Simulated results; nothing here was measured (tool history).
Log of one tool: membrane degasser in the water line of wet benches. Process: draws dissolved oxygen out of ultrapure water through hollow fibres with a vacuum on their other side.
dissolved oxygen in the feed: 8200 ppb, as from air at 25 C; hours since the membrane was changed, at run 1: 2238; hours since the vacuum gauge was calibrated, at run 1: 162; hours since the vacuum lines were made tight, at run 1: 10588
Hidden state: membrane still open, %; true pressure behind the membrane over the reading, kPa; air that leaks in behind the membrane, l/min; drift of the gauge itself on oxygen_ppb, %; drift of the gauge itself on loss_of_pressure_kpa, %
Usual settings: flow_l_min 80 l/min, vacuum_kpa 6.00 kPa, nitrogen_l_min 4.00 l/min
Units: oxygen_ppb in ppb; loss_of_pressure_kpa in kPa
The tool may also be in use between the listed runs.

run	hour	flow_l_min	vacuum_kpa	nitrogen_l_min	hours since the membrane was changed	hours since the vacuum gauge was calibrated	hours since the vacuum lines were made tight	oxygen_ppb	loss_of_pressure_kpa
1	0.0	80	6.00	4.00	2238	162	10588	235.3	45.17
2	172.4	80	6.00	4.00	2410	334	10760	231.2	45.59
3	317.9	80	6.00	4.00	2556	479	10905	238.1	45.37
4	488.2	80	6.00	4.00	2726	650	11076	238.8	45.59
5	616.3	80	6.00	4.00	2854	778	11204	234.7	45.38
6	749.2	80	6.00	4.00	2987	911	11337	239.4	45.14
7	856.0	80	6.00	7.63	3094	1018	11444	183.0	45.23
8	1021.0	80	6.00	4.00	3259	1183	11609	238.2	45.36
9	1204.6	80	6.00	4.00	3442	1366	11792	238.6	45.16
10	1328.8	80	6.00	4.00	3566	1490	11916	240.5	45.35
11	1469.9	80	6.00	4.00	3707	1631	12057	240.7	45.06
12	1654.1	80	6.00	4.00	3892	1816	12242	237.3	45.06
13	1761.4	80	6.00	4.00	3999	1923	12349	233.5	45.28
14	1891.9	80	6.00	4.00	4129	2053	12479	235.4	44.95
15	2052.9	80	6.00	4.00	4291	2214	12640	232.8	45.23
16	2173.3	80	6.00	4.00	4411	2335	12761	232.3	44.79
17	2345.3	80	6.00	4.00	4583	2507	12933	240.7	45.19
18	2430.2	77	6.00	4.00	4668	2592	13018	223.6	43.37
19	2581.4	120	12.66	9.39	4819	2743	13169	522.8	68.15
20	2686.0	82	14.50	8.44	4924	2848	13274	367.8	46.41
21	2794.7	70	13.18	4.33	5032	2956	13382	434.8	39.56
22	2988.6	52	13.18	2.78	5226	3150	13576	437.2	29.14
23	3153.5	69	13.18	1.73	5391	3315	13741	804.0	39.08
24	3324.5	109	10.40	11.54	5562	3486	13912	369.7	61.64
25	3433.0	109	4.67	3.66	5671	3595	14021	315.5	62.13
26	3561.3	118	6.00	2.92	5799	3723	14149	464.4	66.57
27	3700.3	118	6.00	2.92	5938	3862	14288	469.5	66.90
28	3816.8	118	6.00	2.92	6054	3978	14404	466.5	66.46
29	4010.1	80	9.67	5.76	6248	4172	14598	318.2	45.17
30	4125.5	104	6.00	2.05	6363	4287	14713	453.0	58.72
31	4228.8	103	11.05	2.42	6466	4390	14816	802.8	58.25
32	4382.3	91	8.44	2.29	6620	4544	14970	545.2	51.37

3 ways to go on from here, each from the tool as it stands after run 32. What would each give?
A	4461.9	91	7.33	2.29	6699	4623	15049	?	?
B	4461.9	80	8.67	4.00	6699	4623	15049	?	?
C	4461.9	53	4.54	2.29	6699	4623	15049	?	?

run	oxygen_ppb	loss_of_pressure_kpa
A	456.8	51.59
B	346.4	45.12
C	109.2	29.78
Without the tool's hidden state the same runs would have given:
run	oxygen_ppb	loss_of_pressure_kpa
A	456.4	51.57
B	346.1	45.11
C	109.0	29.76
